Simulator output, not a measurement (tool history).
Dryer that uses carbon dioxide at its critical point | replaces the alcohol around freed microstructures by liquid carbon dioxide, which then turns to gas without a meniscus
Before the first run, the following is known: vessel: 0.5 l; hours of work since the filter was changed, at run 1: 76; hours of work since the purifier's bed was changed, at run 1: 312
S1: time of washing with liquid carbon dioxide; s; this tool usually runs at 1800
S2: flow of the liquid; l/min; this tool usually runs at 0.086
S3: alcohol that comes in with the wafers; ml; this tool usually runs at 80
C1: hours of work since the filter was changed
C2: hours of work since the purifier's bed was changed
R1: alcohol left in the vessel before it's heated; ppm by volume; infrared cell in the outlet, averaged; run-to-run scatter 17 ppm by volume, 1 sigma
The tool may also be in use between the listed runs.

run     day    S1      S2  S3   C1   C2    R1
  1       0  1800   0.086  80   76  312  1483
  2   1.371  1800  0.1044  80   87  324   554
  3   3.242  1800  0.1044  80  103  340   604
  4   5.112  1800  0.1044  80  119  355   611
  5    7.35  1800  0.1044  80  137  374   684
  6   9.921  1800   0.086  80  159  396  1901
  7  12.417  1800   0.086  42  180  417  1100
  8  14.662  1800   0.086  42  199  435  1175
     14.925  -- inlet filter changed
  9  16.758  1800   0.086  80   15  453  1179
 10  18.862  1800   0.086  80   33  470  1292
 11  20.496  1380   0.086  80   47  484  3973
 12    22.2  1200   0.086  80   61  498  6663
 13  24.121  1800   0.086  80   77  514  1460

For run 14, what comes out?
 14  26.083  1800  0.086  80  94  531   ?

{"run 14": {"R1": 1525}}
Had the tool carried no hidden state, the very same run would have given R1 1086 ppm by volume.

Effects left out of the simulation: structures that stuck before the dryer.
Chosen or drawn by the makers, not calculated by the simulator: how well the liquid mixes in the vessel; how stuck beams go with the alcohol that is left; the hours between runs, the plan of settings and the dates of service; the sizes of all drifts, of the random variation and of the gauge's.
